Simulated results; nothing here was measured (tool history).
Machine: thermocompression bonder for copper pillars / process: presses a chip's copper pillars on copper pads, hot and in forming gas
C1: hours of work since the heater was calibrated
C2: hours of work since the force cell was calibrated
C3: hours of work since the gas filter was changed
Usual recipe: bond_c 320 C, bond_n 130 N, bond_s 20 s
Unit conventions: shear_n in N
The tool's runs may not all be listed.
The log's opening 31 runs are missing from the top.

{"run": 32, "hour": 804.0, "bond_c": 330, "bond_n": 83, "bond_s": 14, "C1": 840, "C2": 883, "C3": 208, "shear_n": 33.1}
{"run": 33, "hour": 839.7, "bond_c": 292, "bond_n": 80, "bond_s": 20, "C1": 867, "C2": 909, "C3": 235, "shear_n": 21.4}
{"hour": 876.1, "done": "force cell calibrated"}
{"run": 34, "hour": 877.6, "bond_c": 292, "bond_n": 80, "bond_s": 20, "C1": 894, "C2": 1, "C3": 262, "shear_n": 19}
{"run": 35, "hour": 912.4, "bond_c": 320, "bond_n": 98, "bond_s": 20, "C1": 919, "C2": 27, "C3": 287, "shear_n": 35.7}
{"run": 36, "hour": 931.9, "bond_c": 330, "bond_n": 89, "bond_s": 14, "C1": 934, "C2": 41, "C3": 302, "shear_n": 32.4}
{"run": 37, "hour": 951.1, "bond_c": 330, "bond_n": 89, "bond_s": 14, "C1": 948, "C2": 56, "C3": 316, "shear_n": 31.7}
{"run": 38, "hour": 971.0, "bond_c": 330, "bond_n": 89, "bond_s": 14, "C1": 963, "C2": 70, "C3": 331, "shear_n": 32.3}
{"hour": 984.1, "done": "heater calibrated with a thermocouple chip"}
{"run": 39, "hour": 1011.1, "bond_c": 330, "bond_n": 89, "bond_s": 14, "C1": 20, "C2": 98, "C3": 359, "shear_n": 27.5}
{"run": 40, "hour": 1035.5, "bond_c": 319, "bond_n": 175, "bond_s": 20, "C1": 38, "C2": 116, "C3": 377, "shear_n": 50.8}
{"hour": 1046.3, "done": "forming gas filter changed"}
{"run": 41, "hour": 1060.2, "bond_c": 293, "bond_n": 100, "bond_s": 33, "C1": 56, "C2": 134, "C3": 10, "shear_n": 29.9}

3 ways to go on from here, each from the tool as it stands after run 41. What would each give?
{"run": "A", "hour": 1078.1, "bond_c": 338, "bond_n": 152, "bond_s": 13, "C1": 69, "C2": 148, "C3": 23, "shear_n": "?"}
{"run": "B", "hour": 1078.1, "bond_c": 318, "bond_n": 132, "bond_s": 13, "C1": 69, "C2": 148, "C3": 23, "shear_n": "?"}
{"run": "C", "hour": 1078.1, "bond_c": 293, "bond_n": 94, "bond_s": 33, "C1": 69, "C2": 148, "C3": 23, "shear_n": "?"}

run=A shear_n=53.4
run=B shear_n=37
run=C shear_n=28
What these runs would have given with no unlogged condition in the tool:
run=A shear_n=53
run=B shear_n=36.7
run=C shear_n=27.6
